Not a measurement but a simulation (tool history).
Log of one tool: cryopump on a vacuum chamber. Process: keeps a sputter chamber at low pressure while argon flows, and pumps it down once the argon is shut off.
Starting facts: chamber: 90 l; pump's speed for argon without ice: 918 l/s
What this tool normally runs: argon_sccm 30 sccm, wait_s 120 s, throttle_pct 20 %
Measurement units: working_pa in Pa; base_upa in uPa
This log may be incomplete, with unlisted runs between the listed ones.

Run 1, day 0: usual settings. Result: working_pa 0.2855 Pa, base_upa 4.11 uPa.
Run 2, day 1.438: usual settings but wait_s 86 s. Result: working_pa 0.2879 Pa, base_upa 4.58 uPa.
Run 3, day 2.329: usual settings but wait_s 86 s. Result: working_pa 0.289 Pa, base_upa 4.68 uPa.
Run 4, day 3.417: usual settings but wait_s 86 s. Result: working_pa 0.2923 Pa, base_upa 4.73 uPa.
Run 5, day 4.362: usual settings but wait_s 86 s, throttle_pct 55 %. Result: working_pa 0.1132 Pa, base_upa 4.84 uPa.
At day 5.846: pump warmed up, emptied and cooled again.
Run 6, day 5.962: usual settings but wait_s 59 s, throttle_pct 55 %. Result: working_pa 0.1009 Pa, base_upa 5.19 uPa.
Run 7, day 6.588: usual settings but wait_s 59 s, throttle_pct 55 %. Result: working_pa 0.1012 Pa, base_upa 5.22 uPa.
Run 8, day 7.554: usual settings but wait_s 59 s, throttle_pct 55 %. Result: working_pa 0.1009 Pa, base_upa 5.25 uPa.
Run 9, day 9.004: usual settings. Result: working_pa 0.2771 Pa, base_upa 4.07 uPa.
Run 10, day 10.35: usual settings. Result: working_pa 0.2779 Pa, base_upa 4.14 uPa.
Run 11, day 11.629: usual settings but wait_s 119 s. Result: working_pa 0.2779 Pa, base_upa 4.24 uPa.
Run 12, day 12.479: usual settings but wait_s 44 s. Result: working_pa 0.2787 Pa, base_upa 6.57 uPa.
Run 13, day 13.125: usual settings but wait_s 44 s. Result: working_pa 0.2801 Pa, base_upa 6.4 uPa.
Run 14, day 14.058: usual settings but wait_s 44 s. Result: working_pa 0.2818 Pa, base_upa 6.71 uPa.
Run 15, day 15.288: usual settings but wait_s 44 s. Result: working_pa 0.2836 Pa, base_upa 6.83 uPa.
Run 16, day 16.104: usual settings. Result: working_pa 0.2809 Pa, base_upa 4.47 uPa.
Run 17, day 17.271: usual settings. Result: working_pa 0.2785 Pa, base_upa 4.48 uPa.
Run 18, day 18.421: usual settings. Result: working_pa 0.2796 Pa, base_upa 4.59 uPa.
Run 19, day 19.767: usual settings but throttle_pct 21 %. Result: working_pa 0.2694 Pa, base_upa 4.93 uPa.
Run 20, day 21.012: usual settings but argon_sccm 46 sccm, throttle_pct 21 %. Result: working_pa 0.4131 Pa, base_upa 4.92 uPa.
Run 21, day 22.125: usual settings but argon_sccm 57 sccm, throttle_pct 55 %. Result: working_pa 0.2038 Pa, base_upa 4.89 uPa.
Run 22, day 23.5: usual settings but argon_sccm 57 sccm, throttle_pct 55 %. Result: working_pa 0.205 Pa, base_upa 5.15 uPa.
Run 23, day 24.162: usual settings but argon_sccm 52 sccm. Result: working_pa 0.4911 Pa, base_upa 5.14 uPa.
Run 24, day 25.05: usual settings but argon_sccm 38 sccm, wait_s 109 s, throttle_pct 52 %. Result: working_pa 0.1445 Pa, base_upa 5.44 uPa.
Run 25, day 25.779: usual settings but argon_sccm 38 sccm, wait_s 109 s, throttle_pct 24 %. Result: working_pa 0.3013 Pa, base_upa 5.33 uPa.
Run 26, day 27.221: usual settings but argon_sccm 38 sccm, wait_s 109 s, throttle_pct 24 %. Result: working_pa 0.3026 Pa, base_upa 5.49 uPa.
Run 27, day 28.417: usual settings but argon_sccm 38 sccm, wait_s 55 s, throttle_pct 55 %. Result: working_pa 0.1384 Pa, base_upa 6.92 uPa.
Run 28, day 29.704: usual settings but argon_sccm 19 sccm, wait_s 147 s, throttle_pct 34 %. Result: working_pa 0.1091 Pa, base_upa 5.23 uPa.
Run 29, day 30.712: usual settings but argon_sccm 19 sccm, wait_s 147 s, throttle_pct 34 %. Result: working_pa 0.109 Pa, base_upa 5.5 uPa.
Run 30, day 31.917: usual settings but wait_s 72 s, throttle_pct 41 %. Result: working_pa 0.1445 Pa, base_upa 6.79 uPa.
Run 31, day 32.95: usual settings but argon_sccm 21 sccm, wait_s 49 s, throttle_pct 30 %. Result: working_pa 0.1364 Pa, base_upa 7.87 uPa.
Run 32, day 34.179: usual settings but wait_s 105 s. Result: working_pa 0.2878 Pa, base_upa 6.11 uPa.

The next listed run, before its measurement:
At day 34.708: leaking fittings of the chamber tightened, without venting.
Run 33, day 35.129: usual settings but wait_s 105 s. Result: working_pa ?, base_upa ?.

working_pa: 0.2895 Pa
base_upa: 1.97 uPa
On a tool with no hidden condition, and with the same random variation, this run would have come out at working_pa 0.2773 Pa, base_upa 1.87 uPa.

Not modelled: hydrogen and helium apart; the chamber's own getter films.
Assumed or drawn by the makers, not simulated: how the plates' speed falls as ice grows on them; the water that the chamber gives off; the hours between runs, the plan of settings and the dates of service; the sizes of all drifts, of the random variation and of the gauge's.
